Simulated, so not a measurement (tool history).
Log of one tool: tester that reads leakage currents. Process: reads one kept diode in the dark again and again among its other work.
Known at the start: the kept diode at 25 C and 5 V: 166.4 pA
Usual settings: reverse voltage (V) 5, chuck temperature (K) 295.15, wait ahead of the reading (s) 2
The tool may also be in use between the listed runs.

run     day  reverse voltage (V)  chuck temperature (K)  wait ahead of the reading (s)  current that the tester gives (pA)
  1       0                    5                 295.15                              2                              122.08
  2   1.854                    5                 295.15                              2                              122.31
  3   3.396                    5                 295.15                              2                              122.13
  4   4.562                    5                 295.15                              2                              122.66
  5   6.362                    5                 295.15                              2                              122.95
  6   7.538                    5                 295.15                              2                              121.24
  7   9.417                    5                 295.15                              2                               122.1
  8  10.467                    5                 295.15                              2                              122.45
  9  12.088                    5                 295.15                              2                              122.13
 10  13.333                    5                 319.15                              2                             1034.33
 11  15.467                    5                 319.15                              2                             1038.52
 12  16.971                    5                 305.15                              2                              309.11
 13  19.079                    5                 305.15                              2                              307.62
 14  21.212                 4.75                 305.15                              2                              300.52
 15  23.108                 4.75                 305.15                              2                              298.36
 16  24.204                    5                 295.15                           2.89                              120.85
     24.383  -- tester calibrated
 17  25.567                    5                 295.15                           2.89                              121.39
 18  27.108                    5                 295.15                           2.89                              120.97
 19  29.092                 3.55                 295.15                              2                              101.81
     29.896  -- tester calibrated, once more
 20  31.242                 3.55                 295.15                              2                              101.57
 21  33.521                 5.07                 314.15                           0.45                              678.42
 22  34.988                 5.07                 314.15                           0.45                              678.35
 23  37.246                 6.39                 305.15                           0.61                              346.68
 24  38.254                 3.12                 316.15                           4.56                               625.7
 25  40.221                 3.12                 316.15                           4.56                               628.3
 26  41.975                 3.12                 316.15                           4.56                              621.03
 27  43.583                 3.12                 316.15                           4.56                              625.31
 28  45.567                 3.12                 316.15                           4.56                              622.96
 29  46.762                 3.12                 318.15                           9.65                              736.35
 30  48.638                 3.12                 318.15                           9.65                               736.8
 31  49.717                  1.1                 318.15                           9.65                              436.53
 32  51.483                 1.15                 296.15                            1.9                               62.05
 33  53.233                 2.91                 312.15                           3.87                              426.61
 34  55.342                 9.34                 295.15                           8.96                              164.58
 35  56.796                 4.35                 329.15                           8.96                             2104.08
 36  58.183                 4.35                 317.15                           5.56                              798.14
 37  60.142                 4.31                 325.15                           4.79                              1521.5
 38    61.9                 4.31                 325.15                           4.79                             1526.12
 39  63.933                 4.31                 325.15                           2.32                             1528.02

Forecast each of these 3 alternatives for the next run:
  A  65.542                 3.53                 295.15                           0.38                                   ?
  B  65.542                 1.54                 326.15                           0.66                                   ?
  C  65.542                  9.2                 325.15                           1.82                                   ?

run  current that the tester gives (pA)
  A                               102.3
  B                              987.31
  C                             2219.73
Without the tool's hidden state the same runs would have given:
run  current that the tester gives (pA)
  A                              108.11
  B                             1045.57
  C                             2349.19
